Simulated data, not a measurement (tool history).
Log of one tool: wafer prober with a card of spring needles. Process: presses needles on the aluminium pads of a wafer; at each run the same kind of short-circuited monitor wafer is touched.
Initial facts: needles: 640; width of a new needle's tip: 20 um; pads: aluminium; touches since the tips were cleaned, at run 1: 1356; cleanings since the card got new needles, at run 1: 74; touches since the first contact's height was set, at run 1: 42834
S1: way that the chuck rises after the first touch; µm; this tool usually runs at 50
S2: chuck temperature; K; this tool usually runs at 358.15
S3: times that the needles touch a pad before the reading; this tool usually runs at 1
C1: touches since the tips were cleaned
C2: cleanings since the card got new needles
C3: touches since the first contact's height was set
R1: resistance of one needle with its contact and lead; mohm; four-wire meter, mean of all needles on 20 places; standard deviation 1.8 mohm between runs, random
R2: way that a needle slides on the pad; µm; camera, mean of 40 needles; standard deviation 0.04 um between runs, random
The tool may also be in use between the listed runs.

run 1 hour=0.0 | S1=50 S2=358.15 S3=1 | C1=1356 C2=74 C3=42834 | R1=183 R2=12.06
-- hour=2.1 tips cleaned on abrasive film
-- hour=7.3 tips cleaned on abrasive film
-- hour=12.4 tips cleaned on abrasive film
-- hour=17.5 tips cleaned on abrasive film
run 2 hour=20.3 | S1=50 S2=358.15 S3=1 | C1=1337 C2=78 C3=52565 | R1=184 R2=12.07
-- hour=22.4 tips cleaned on abrasive film
-- hour=26.5 tips cleaned on abrasive film
-- hour=31.6 tips cleaned on abrasive film
-- hour=35.8 tips cleaned on abrasive film
-- hour=40.9 tips cleaned on abrasive film
-- hour=45.1 tips cleaned on abrasive film
-- hour=49.9 tips cleaned on abrasive film
run 3 hour=49.9 | S1=50 S2=358.15 S3=1 | C1=0 C2=85 C3=66746 | R1=187 R2=12.01
-- hour=55.1 tips cleaned on abrasive film
-- hour=60.2 tips cleaned on abrasive film
-- hour=65.3 tips cleaned on abrasive film
-- hour=69.5 tips cleaned on abrasive film
run 4 hour=70.8 | S1=50 S2=358.15 S3=1 | C1=671 C2=89 C3=76800 | R1=183 R2=12.04
-- hour=74.0 tips cleaned on abrasive film
-- hour=79.1 tips cleaned on abrasive film
-- hour=84.2 tips cleaned on abrasive film
-- hour=88.4 tips cleaned on abrasive film
-- hour=93.0 tips cleaned on abrasive film
run 5 hour=93.0 | S1=50 S2=358.15 S3=1 | C1=0 C2=94 C3=87399 | R1=183 R2=12.11
-- hour=98.1 tips cleaned on abrasive film
-- hour=102.2 tips cleaned on abrasive film
-- hour=107.4 tips cleaned on abrasive film
-- hour=112.5 tips cleaned on abrasive film
-- hour=117.7 tips cleaned on abrasive film
run 6 hour=118.0 | S1=50 S2=307.15 S3=1 | C1=175 C2=99 C3=99424 | R1=173 R2=12.01
-- hour=122.1 tips cleaned on abrasive film
-- hour=127.3 tips cleaned on abrasive film
-- hour=132.4 tips cleaned on abrasive film
-- hour=137.6 tips cleaned on abrasive film
-- hour=142.3 tips cleaned on abrasive film
run 7 hour=142.3 | S1=50 S2=307.15 S3=1 | C1=0 C2=104 C3=111055 | R1=176 R2=12.06
-- hour=147.4 tips cleaned on abrasive film
-- hour=152.5 tips cleaned on abrasive film
-- hour=157.7 tips cleaned on abrasive film
-- hour=161.8 tips cleaned on abrasive film
-- hour=166.9 tips cleaned on abrasive film
-- hour=172.1 tips cleaned on abrasive film
run 8 hour=172.8 | S1=62 S2=316.15 S3=1 | C1=340 C2=110 C3=125715 | R1=169 R2=14.87
-- hour=176.9 tips cleaned on abrasive film
-- hour=181.0 tips cleaned on abrasive film
-- hour=186.2 tips cleaned on abrasive film
-- hour=189.5 height of the first contact set anew
-- hour=191.6 tips cleaned on abrasive film
run 9 hour=194.6 | S1=62 S2=316.15 S3=1 | C1=1482 C2=114 C3=2470 | R1=170 R2=14.94
-- hour=196.6 tips cleaned on abrasive film
-- hour=201.7 tips cleaned on abrasive film
-- hour=206.8 tips cleaned on abrasive film
-- hour=212.0 tips cleaned on abrasive film
-- hour=217.1 tips cleaned on abrasive film
run 10 hour=218.6 | S1=62 S2=316.15 S3=1 | C1=745 C2=119 C3=13983 | R1=175 R2=14.99
-- hour=221.8 tips cleaned on abrasive film
-- hour=226.9 tips cleaned on abrasive film
-- hour=232.0 tips cleaned on abrasive film
run 11 hour=232.6 | S1=34 S2=322.15 S3=1 | C1=250 C2=122 C3=20651 | R1=187 R2=8.26
-- hour=236.7 tips cleaned on abrasive film
-- hour=241.8 tips cleaned on abrasive film
run 12 hour=245.2 | S1=34 S2=322.15 S3=1 | C1=1648 C2=124 C3=26743 | R1=191 R2=8.23
-- hour=246.3 tips cleaned on abrasive film
-- hour=251.4 tips cleaned on abrasive film
-- hour=256.6 tips cleaned on abrasive film
-- hour=261.7 tips cleaned on abrasive film
run 13 hour=264.9 | S1=35 S2=315.15 S3=2 | C1=1563 C2=128 C3=36205 | R1=183 R2=8.48
-- hour=266.0 tips cleaned on abrasive film
-- hour=271.2 tips cleaned on abrasive film
-- hour=276.3 tips cleaned on abrasive film
-- hour=280.4 tips cleaned on abrasive film
-- hour=285.6 tips cleaned on abrasive film
-- hour=290.2 tips cleaned on abrasive film
run 14 hour=290.2 | S1=57 S2=321.15 S3=3 | C1=0 C2=134 C3=48289 | R1=174 R2=13.71

What if the next run were any one of these 4? Each begins from the tool's condition after run 14:
-- hour=294.3 tips cleaned on abrasive film
-- hour=299.4 tips cleaned on abrasive film
-- hour=304.6 tips cleaned on abrasive film
-- hour=309.7 tips cleaned on abrasive film
run A hour=310.1 | S1=50 S2=365.15 S3=1 | C1=171 C2=138 C3=57843 | R1=? R2=?
-- hour=294.3 tips cleaned on abrasive film
-- hour=299.4 tips cleaned on abrasive film
-- hour=304.6 tips cleaned on abrasive film
-- hour=309.7 tips cleaned on abrasive film
run B hour=310.1 | S1=57 S2=315.15 S3=3 | C1=171 C2=138 C3=57843 | R1=? R2=?
-- hour=294.3 tips cleaned on abrasive film
-- hour=299.4 tips cleaned on abrasive film
-- hour=304.6 tips cleaned on abrasive film
-- hour=309.7 tips cleaned on abrasive film
run C hour=310.1 | S1=37 S2=319.15 S3=2 | C1=171 C2=138 C3=57843 | R1=? R2=?
-- hour=294.3 tips cleaned on abrasive film
-- hour=299.4 tips cleaned on abrasive film
-- hour=304.6 tips cleaned on abrasive film
-- hour=309.7 tips cleaned on abrasive film
run D hour=310.1 | S1=35 S2=322.15 S3=1 | C1=171 C2=138 C3=57843 | R1=? R2=?

run=A R1=188 R2=12.05
run=B R1=171 R2=13.79
run=C R1=185 R2=8.89
run=D R1=189 R2=8.46
The same runs, with their run-to-run variation unchanged, on a tool lacking any hidden condition would have given:
run=A R1=188 R2=12.05
run=B R1=171 R2=13.80
run=C R1=185 R2=8.89
run=D R1=189 R2=8.46

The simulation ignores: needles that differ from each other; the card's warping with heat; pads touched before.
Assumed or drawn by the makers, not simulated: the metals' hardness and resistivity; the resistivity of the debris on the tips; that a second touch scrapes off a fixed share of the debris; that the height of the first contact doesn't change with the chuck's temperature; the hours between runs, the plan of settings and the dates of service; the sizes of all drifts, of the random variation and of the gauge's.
